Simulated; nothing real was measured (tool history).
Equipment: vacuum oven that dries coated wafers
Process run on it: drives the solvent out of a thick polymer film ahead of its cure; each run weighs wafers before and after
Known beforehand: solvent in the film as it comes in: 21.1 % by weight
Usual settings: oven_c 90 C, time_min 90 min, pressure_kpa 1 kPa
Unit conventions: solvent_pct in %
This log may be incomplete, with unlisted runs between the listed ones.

run	day	oven_c	time_min	pressure_kpa	solvent_pct
1	0	90	90	1	0.928
2	2.6	90	55	1	2.44
3	5.671	90	55	1	2.424
4	7.212	90	126	1	0.515
5	8.829	90	126	1	0.502
# day 11.025: vacuum gauge cleaned of residue and calibrated
6	12.146	90	120	1	0.456
7	13.762	90	90	0.63	0.705
8	17.367	80	51	0.76	5.197
9	19.85	104	54	2.51	0.803
10	23.042	82	134	1.81	1.158
11	25.758	78	71	1.98	4.266
12	27.788	78	71	1.98	4.252
13	29.942	92	90	1.13	0.666

5 options for the next run, each taken on its own from the tool as it stands now. Forecast them:
A	32.625	92	90	0.57	?
B	32.625	87	95	0.71	?
C	32.625	93	125	0.57	?
D	32.625	94	149	1.48	?
E	32.625	92	87	1.13	?

run	solvent_pct
A	0.525
B	0.904
C	0.23
D	0.4
E	0.713
Stripped of hidden state, with their random variation kept, the same runs would have yielded:
run	solvent_pct
A	0.616
B	1.053
C	0.246
D	0.411
E	0.822

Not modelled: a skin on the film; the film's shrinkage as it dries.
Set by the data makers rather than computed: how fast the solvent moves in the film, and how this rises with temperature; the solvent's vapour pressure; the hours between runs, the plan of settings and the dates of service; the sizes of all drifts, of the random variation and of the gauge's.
